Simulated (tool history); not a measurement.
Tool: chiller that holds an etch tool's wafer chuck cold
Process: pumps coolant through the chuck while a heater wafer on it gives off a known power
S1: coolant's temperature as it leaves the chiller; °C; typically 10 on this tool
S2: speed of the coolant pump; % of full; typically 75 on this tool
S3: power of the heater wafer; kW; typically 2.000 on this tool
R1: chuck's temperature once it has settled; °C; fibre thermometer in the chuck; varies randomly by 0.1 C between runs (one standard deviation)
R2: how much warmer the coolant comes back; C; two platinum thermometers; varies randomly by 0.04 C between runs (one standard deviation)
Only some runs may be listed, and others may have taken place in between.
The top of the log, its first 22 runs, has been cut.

Run 23, hour 2735.8: usual settings but S1 20 °C, S2 67 % of full. Result: R1 41.7 °C, R2 10.88 C.
Run 24, hour 2865.7: usual settings but S1 20 °C, S2 67 % of full. Result: R1 41.6 °C, R2 10.83 C.
Run 25, hour 3043.9: usual settings but S1 20 °C, S2 67 % of full. Result: R1 41.7 °C, R2 10.92 C.
Run 26, hour 3212.9: usual settings but S1 20 °C, S2 67 % of full. Result: R1 41.9 °C, R2 10.88 C.
Run 27, hour 3378.6: usual settings but S1 20 °C, S2 67 % of full. Result: R1 41.8 °C, R2 11.00 C.
Run 28, hour 3450.5: usual settings but S1 20 °C, S2 67 % of full. Result: R1 41.9 °C, R2 10.96 C.
Run 29, hour 3524.1: usual settings but S1 7 °C, S3 1.740 kW. Result: R1 24.2 °C, R2 8.48 C.
Run 30, hour 3616.4: usual settings but S2 93 % of full. Result: R1 26.6 °C, R2 8.04 C.
Run 31, hour 3714.2: usual settings but S1 16 °C, S2 63 % of full, S3 2.038 kW. Result: R1 39.6 °C, R2 11.88 C.

3 options for the next run, each taken on its own from the tool as it stands now. Forecast them:
Run A, hour 3832.6: usual settings but S1 16 °C, S2 87 % of full, S3 1.869 kW. Result: R1 ?, R2 ?.
Run B, hour 3832.6: usual settings but S1 6 °C. Result: R1 ?, R2 ?.
Run C, hour 3832.6: usual settings but S1 2 °C, S2 63 % of full, S3 2.172 kW. Result: R1 ?, R2 ?.

run    R1     R2
  A  32.5   7.97
  B  26.1   9.89
  C  27.0  12.60
Without the tool's unlogged condition, the same runs would have read:
run    R1     R2
  A  30.9   7.27
  B  24.1   9.02
  C  24.4  11.49
